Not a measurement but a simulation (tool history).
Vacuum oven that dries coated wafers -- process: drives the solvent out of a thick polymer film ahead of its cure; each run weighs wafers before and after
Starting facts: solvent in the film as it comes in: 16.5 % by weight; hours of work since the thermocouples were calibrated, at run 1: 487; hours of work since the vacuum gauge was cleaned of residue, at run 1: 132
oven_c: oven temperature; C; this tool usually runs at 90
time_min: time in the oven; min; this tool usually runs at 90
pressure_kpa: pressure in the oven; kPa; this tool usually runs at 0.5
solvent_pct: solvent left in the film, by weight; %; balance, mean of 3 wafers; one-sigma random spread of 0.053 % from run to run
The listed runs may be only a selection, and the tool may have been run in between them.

run   hour  oven_c  time_min  pressure_kpa  hours of work since the thermocouples were calibrated  hours of work since the vacuum gauge was cleaned of residue  solvent_pct
  1      0      90        90           0.5                                                    487                                                          132         2.13
  2   16.4      90        90           0.5                                                    493                                                          139         2.21
  3   24.7      90       121           0.5                                                    497                                                          142         1.15
  4   42.8      90       121           0.5                                                    504                                                          149         1.13
  5   57.1      90       121           0.5                                                    510                                                          155         1.17
  6   70.2      90       121           0.5                                                    516                                                          161          1.2
  7   80.8      90       121           0.5                                                    520                                                          165         1.11
  8   94.3      98       121           0.5                                                    526                                                          171         0.22
  9  112.2      97       121           0.5                                                    533                                                          178         0.44
 10  127.4      97        90           0.5                                                    540                                                          185         0.59
 11  143.6      97        90           0.5                                                    546                                                          191         0.65
 12  160.7      97        90           0.5                                                    553                                                          198         0.67
 13  174.3      99       129         1.715                                                    559                                                          204         0.52
 14  187.3      99       129         1.715                                                    564                                                          209         0.56
 15  196.2      90        53         0.299                                                    568                                                          213         4.46

Run 16, settings as shown, results not yet in. Your forecast:
 16  205.8      78        74           0.5                                                    572                                                          217            ?

Logged for run 16: solvent_pct 7.41 %.
Minus the tool's unlogged condition, the same run would have read solvent_pct 7.06 %.
